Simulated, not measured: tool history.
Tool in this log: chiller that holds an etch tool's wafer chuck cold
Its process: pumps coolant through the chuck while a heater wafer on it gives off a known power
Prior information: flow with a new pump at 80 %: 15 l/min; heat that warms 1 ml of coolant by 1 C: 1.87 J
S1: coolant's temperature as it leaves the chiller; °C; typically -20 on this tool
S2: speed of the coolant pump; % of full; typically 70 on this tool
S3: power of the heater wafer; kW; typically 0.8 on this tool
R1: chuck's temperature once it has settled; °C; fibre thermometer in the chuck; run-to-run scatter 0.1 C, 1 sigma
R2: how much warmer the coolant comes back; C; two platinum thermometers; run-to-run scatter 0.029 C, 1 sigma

{"run": 1, "day": 0.0, "S1": -20, "S2": 70, "S3": 0.8, "R1": -12.5, "R2": 1.94}
{"run": 2, "day": 3.308, "S1": -20, "S2": 70, "S3": 0.8, "R1": -12.8, "R2": 1.99}
{"run": 3, "day": 5.612, "S1": -20, "S2": 70, "S3": 0.8, "R1": -12.7, "R2": 1.97}
{"run": 4, "day": 8.721, "S1": -20, "S2": 70, "S3": 0.8, "R1": -12.5, "R2": 2.02}
{"run": 5, "day": 10.883, "S1": -20, "S2": 70, "S3": 1.161, "R1": -9.1, "R2": 2.82}
{"run": 6, "day": 12.762, "S1": -20, "S2": 70, "S3": 1.161, "R1": -9.2, "R2": 2.84}
{"run": 7, "day": 15.579, "S1": -20, "S2": 70, "S3": 1.161, "R1": -9.5, "R2": 2.86}
{"run": 8, "day": 17.346, "S1": -20, "S2": 66, "S3": 0.8, "R1": -12.4, "R2": 2.04}
{"run": 9, "day": 18.821, "S1": -20, "S2": 100, "S3": 0.8, "R1": -14, "R2": 1.29}
{"run": 10, "day": 21.817, "S1": -18, "S2": 100, "S3": 0.447, "R1": -14.7, "R2": 0.68}
{"day": 23.446, "done": "chiller's thermometer calibrated"}
{"run": 11, "day": 25.429, "S1": -20, "S2": 70, "S3": 0.513, "R1": -15.2, "R2": 1.25}
{"run": 12, "day": 27.288, "S1": -20, "S2": 87, "S3": 0.513, "R1": -15.8, "R2": 0.91}
{"run": 13, "day": 29.362, "S1": -20, "S2": 87, "S3": 0.513, "R1": -15.8, "R2": 0.9}
{"run": 14, "day": 31.417, "S1": -11, "S2": 87, "S3": 0.446, "R1": -7.4, "R2": 0.78}
{"run": 15, "day": 33.192, "S1": -18, "S2": 67, "S3": 1.077, "R1": -7.8, "R2": 2.71}
{"run": 16, "day": 35.171, "S1": -28, "S2": 83, "S3": 1.066, "R1": -19.1, "R2": 2.18}
{"run": 17, "day": 38.8, "S1": -20, "S2": 96, "S3": 0.711, "R1": -14.8, "R2": 1.11}

Predict each of these 4 candidate next runs independently; none follows another, all start after run 17:
{"run": "A", "day": 41.158, "S1": -26, "S2": 71, "S3": 0.639, "R1": "?", "R2": "?"}
{"run": "B", "day": 41.158, "S1": -10, "S2": 75, "S3": 0.649, "R1": "?", "R2": "?"}
{"run": "C", "day": 41.158, "S1": -12, "S2": 70, "S3": 0.8, "R1": "?", "R2": "?"}
{"run": "D", "day": 41.158, "S1": -20, "S2": 61, "S3": 0.8, "R1": "?", "R2": "?"}

run=A R1=-20.2 R2=1.48
run=B R1=-4.3 R2=1.4
run=C R1=-4.7 R2=1.89
run=D R1=-11.9 R2=2.22
Take away the tool's hidden state, keep each run's random variation, and the runs would have read:
run=A R1=-20.2 R2=1.57
run=B R1=-4.4 R2=1.49
run=C R1=-4.7 R2=1.98
run=D R1=-11.9 R2=2.3

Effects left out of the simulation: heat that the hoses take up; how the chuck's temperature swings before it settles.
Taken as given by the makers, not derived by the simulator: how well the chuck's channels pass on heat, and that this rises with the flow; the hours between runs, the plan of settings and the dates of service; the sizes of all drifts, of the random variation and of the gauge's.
